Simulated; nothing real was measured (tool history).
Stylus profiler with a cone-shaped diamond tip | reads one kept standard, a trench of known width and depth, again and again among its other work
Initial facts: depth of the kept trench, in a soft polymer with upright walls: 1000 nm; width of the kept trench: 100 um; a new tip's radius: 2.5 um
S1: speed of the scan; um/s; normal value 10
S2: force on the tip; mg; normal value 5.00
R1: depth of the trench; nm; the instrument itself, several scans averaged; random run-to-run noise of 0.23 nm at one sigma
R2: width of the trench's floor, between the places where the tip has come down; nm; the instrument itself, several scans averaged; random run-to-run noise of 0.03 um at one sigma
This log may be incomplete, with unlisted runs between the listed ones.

run 1 hour=0.0 | S1=10 S2=5.00 | R1=1016.89 R2=95290
run 2 hour=77.2 | S1=18 S2=5.00 | R1=1016.58 R2=95210
run 3 hour=143.4 | S1=18 S2=5.00 | R1=1016.41 R2=95170
run 4 hour=213.8 | S1=16 S2=5.00 | R1=1016.91 R2=95180
run 5 hour=296.9 | S1=16 S2=5.00 | R1=1016.93 R2=95150
run 6 hour=361.4 | S1=16 S2=5.00 | R1=1017.13 R2=95140
run 7 hour=404.1 | S1=16 S2=5.00 | R1=1017.24 R2=95120
run 8 hour=451.6 | S1=16 S2=12.82 | R1=1029.60 R2=95150
run 9 hour=546.2 | S1=10 S2=3.08 | R1=1013.43 R2=95130
-- hour=555.0 height scale calibrated on a step standard
run 10 hour=641.4 | S1=10 S2=3.08 | R1=1014.67 R2=95080
run 11 hour=736.2 | S1=17 S2=2.30 | R1=1013.33 R2=95000
-- hour=743.8 height scale calibrated on a step standard, once more
run 12 hour=792.1 | S1=5 S2=8.68 | R1=1021.01 R2=95110
run 13 hour=838.8 | S1=7 S2=11.65 | R1=1024.95 R2=95080
run 14 hour=905.0 | S1=11 S2=12.99 | R1=1027.27 R2=95000
run 15 hour=953.5 | S1=7 S2=7.49 | R1=1018.96 R2=95030
run 16 hour=1040.3 | S1=20 S2=3.61 | R1=1012.47 R2=94920
run 17 hour=1102.7 | S1=7 S2=9.80 | R1=1022.35 R2=94990

4 ways to go on from here, each from the tool as it stands after run 17. What would each give?
run A hour=1187.4 | S1=7 S2=5.00 | R1=? R2=?
run B hour=1187.4 | S1=7 S2=2.60 | R1=? R2=?
run C hour=1187.4 | S1=3 S2=7.31 | R1=? R2=?
run D hour=1187.4 | S1=18 S2=3.78 | R1=? R2=?

run=A R1=1015.01 R2=94970
run=B R1=1010.30 R2=94880
run=C R1=1019.25 R2=94970
run=D R1=1013.13 R2=94920
With no hidden state in the tool, these same runs would have given:
run=A R1=1013.84 R2=95990
run=B R1=1009.13 R2=95910
run=C R1=1018.08 R2=95990
run=D R1=1011.97 R2=95940

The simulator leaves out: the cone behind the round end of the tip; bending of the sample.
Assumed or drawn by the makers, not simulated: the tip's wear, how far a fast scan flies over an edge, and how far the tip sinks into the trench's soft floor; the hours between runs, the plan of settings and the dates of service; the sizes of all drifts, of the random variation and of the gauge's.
